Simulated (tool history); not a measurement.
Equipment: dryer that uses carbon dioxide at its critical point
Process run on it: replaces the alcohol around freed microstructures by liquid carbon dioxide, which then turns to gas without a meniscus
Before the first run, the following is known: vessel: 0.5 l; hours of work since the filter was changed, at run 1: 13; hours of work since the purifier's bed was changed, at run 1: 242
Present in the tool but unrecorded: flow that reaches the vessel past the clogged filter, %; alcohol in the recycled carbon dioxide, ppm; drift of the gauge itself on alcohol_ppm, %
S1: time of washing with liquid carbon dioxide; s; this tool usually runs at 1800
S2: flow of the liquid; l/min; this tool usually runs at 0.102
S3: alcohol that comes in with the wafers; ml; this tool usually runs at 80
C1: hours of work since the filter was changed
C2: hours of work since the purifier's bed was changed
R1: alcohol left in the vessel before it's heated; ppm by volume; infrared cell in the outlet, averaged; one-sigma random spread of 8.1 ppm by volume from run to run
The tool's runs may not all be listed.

Run 1, hour 0: usual settings; C1 13; C2 242. Result: R1 510 ppm by volume.
Run 2, hour 20.6: usual settings; C1 23; C2 251. Result: R1 523 ppm by volume.
Run 3, hour 35.8: usual settings; C1 30; C2 259. Result: R1 523 ppm by volume.
Run 4, hour 56.3: usual settings; C1 40; C2 269. Result: R1 548 ppm by volume.
Run 5, hour 72.5: usual settings; C1 48; C2 276. Result: R1 551 ppm by volume.
Run 6, hour 83: usual settings; C1 53; C2 281. Result: R1 558 ppm by volume.
Run 7, hour 102: usual settings; C1 62; C2 290. Result: R1 565 ppm by volume.
Run 8, hour 121.2: usual settings; C1 71; C2 300. Result: R1 569 ppm by volume.
Run 9, hour 141.7: usual settings; C1 81; C2 310. Result: R1 580 ppm by volume.
Run 10, hour 155.3: usual settings; C1 87; C2 316. Result: R1 611 ppm by volume.
Run 11, hour 166.1: usual settings; C1 93; C2 321. Result: R1 630 ppm by volume.
Run 12, hour 178.2: usual settings; C1 98; C2 327. Result: R1 597 ppm by volume.
Run 13, hour 193.2: usual settings; C1 106; C2 334. Result: R1 631 ppm by volume.
Run 14, hour 213.2: usual settings; C1 115; C2 344. Result: R1 639 ppm by volume.
Run 15, hour 228.9: usual settings; C1 123; C2 351. Result: R1 675 ppm by volume.
Run 16, hour 243.6: usual settings; C1 130; C2 358. Result: R1 669 ppm by volume.
Run 17, hour 259.2: usual settings; C1 137; C2 366. Result: R1 676 ppm by volume.
Run 18, hour 273.4: usual settings; C1 144; C2 373. Result: R1 682 ppm by volume.
Run 19, hour 285.6: usual settings; C1 150; C2 378. Result: R1 706 ppm by volume.
Run 20, hour 306.6: usual settings; C1 160; C2 389. Result: R1 724 ppm by volume.
Run 21, hour 324.1: usual settings; C1 168; C2 397. Result: R1 738 ppm by volume.
Run 22, hour 334: usual settings; C1 173; C2 402. Result: R1 747 ppm by volume.
Run 23, hour 351.1: usual settings; C1 181; C2 410. Result: R1 743 ppm by volume.
Run 24, hour 362.1: usual settings; C1 186; C2 415. Result: R1 745 ppm by volume.
Run 25, hour 380.5: usual settings but S1 1080 s, S2 0.132 l/min, S3 97 ml; C1 195; C2 424. Result: R1 2931 ppm by volume.
Run 26, hour 400.7: usual settings but S1 1200 s, S2 0.132 l/min, S3 97 ml; C1 205; C2 434. Result: R1 1876 ppm by volume.
Run 27, hour 416.1: usual settings but S1 1200 s, S2 0.132 l/min, S3 97 ml; C1 212; C2 441. Result: R1 1905 ppm by volume.
Run 28, hour 429.4: usual settings but S1 1680 s, S2 0.132 l/min, S3 97 ml; C1 219; C2 447. Result: R1 391 ppm by volume.
Run 29, hour 447.6: usual settings but S1 1320 s, S2 0.076 l/min, S3 61 ml; C1 227; C2 456. Result: R1 6504 ppm by volume.
Run 30, hour 458.3: usual settings but S1 2340 s, S2 0.115 l/min, S3 29 ml; C1 233; C2 461. Result: R1 137 ppm by volume.
Run 31, hour 472.2: usual settings but S1 2580 s, S2 0.115 l/min, S3 44 ml; C1 239; C2 468. Result: R1 126 ppm by volume.
Run 32, hour 481.5: usual settings but S1 1620 s; C1 244; C2 472. Result: R1 1393 ppm by volume.
Run 33, hour 500.4: usual settings but S1 2100 s, S2 0.108 l/min, S3 90 ml; C1 253; C2 481. Result: R1 375 ppm by volume.
Run 34, hour 512.9: usual settings but S1 2400 s, S2 0.133 l/min, S3 82 ml; C1 259; C2 487. Result: R1 122 ppm by volume.
Run 35, hour 533.9: usual settings but S1 1860 s, S2 0.133 l/min, S3 108 ml; C1 269; C2 497. Result: R1 298 ppm by volume.
Run 36, hour 543.2: usual settings but S2 0.113 l/min; C1 273; C2 502. Result: R1 577 ppm by volume.
Run 37, hour 558.5: usual settings but S1 1380 s, S2 0.118 l/min, S3 38 ml; C1 281; C2 509. Result: R1 806 ppm by volume.
Run 38, hour 570.8: usual settings but S3 64 ml; C1 287; C2 515. Result: R1 762 ppm by volume.
Run 39, hour 587.5: usual settings but S3 32 ml; C1 295; C2 523. Result: R1 469 ppm by volume.
Run 40, hour 600: usual settings but S1 2280 s, S2 0.09 l/min, S3 32 ml; C1 300; C2 529. Result: R1 312 ppm by volume.
Run 41, hour 611.3: usual settings but S1 2160 s, S2 0.096 l/min, S3 35 ml; C1 306; C2 535. Result: R1 312 ppm by volume.
Run 42, hour 624.4: usual settings but S1 1080 s, S2 0.121 l/min, S3 28 ml; C1 312; C2 541. Result: R1 1491 ppm by volume.
Run 43, hour 641.4: usual settings but S1 1080 s, S2 0.121 l/min, S3 88 ml; C1 320; C2 549. Result: R1 4516 ppm by volume.
At hour 653.6: inlet filter changed.
Run 44, hour 656.5: usual settings but S1 1080 s, S2 0.121 l/min, S3 88 ml; C1 1; C2 556. Result: R1 2732 ppm by volume.
Run 45, hour 671.9: usual settings but S1 1440 s, S2 0.082 l/min, S3 28 ml; C1 9; C2 563. Result: R1 1348 ppm by volume.
Run 46, hour 682.5: usual settings but S1 1680 s; C1 14; C2 568. Result: R1 784 ppm by volume.

Measured result minus the same run's result without the hidden state. Both carry the same run-to-run variation, though not necessarily the same gauge scatter:
run     R1
  1    +86
  2    +96
  3   +107
  4   +121
  5   +129
  6   +136
  7   +147
  8   +157
  9   +170
 10   +183
 11   +194
 12   +194
 13   +206
 14   +220
 15   +241
 16   +245
 17   +256
 18   +265
 19   +282
 20   +292
 21   +305
 22   +319
 23   +325
 24   +333
 25   +971
 26   +716
 27   +741
 28   +236
 29  +1758
 30   +123
 31   +120
 32   +634
 33   +244
 34   +122
 35   +222
 36   +355
 37   +424
 38   +433
 39   +296
 40   +231
 41   +231
 42   +676
 43  +1950
 44   +155
 45   +154
 46   +158
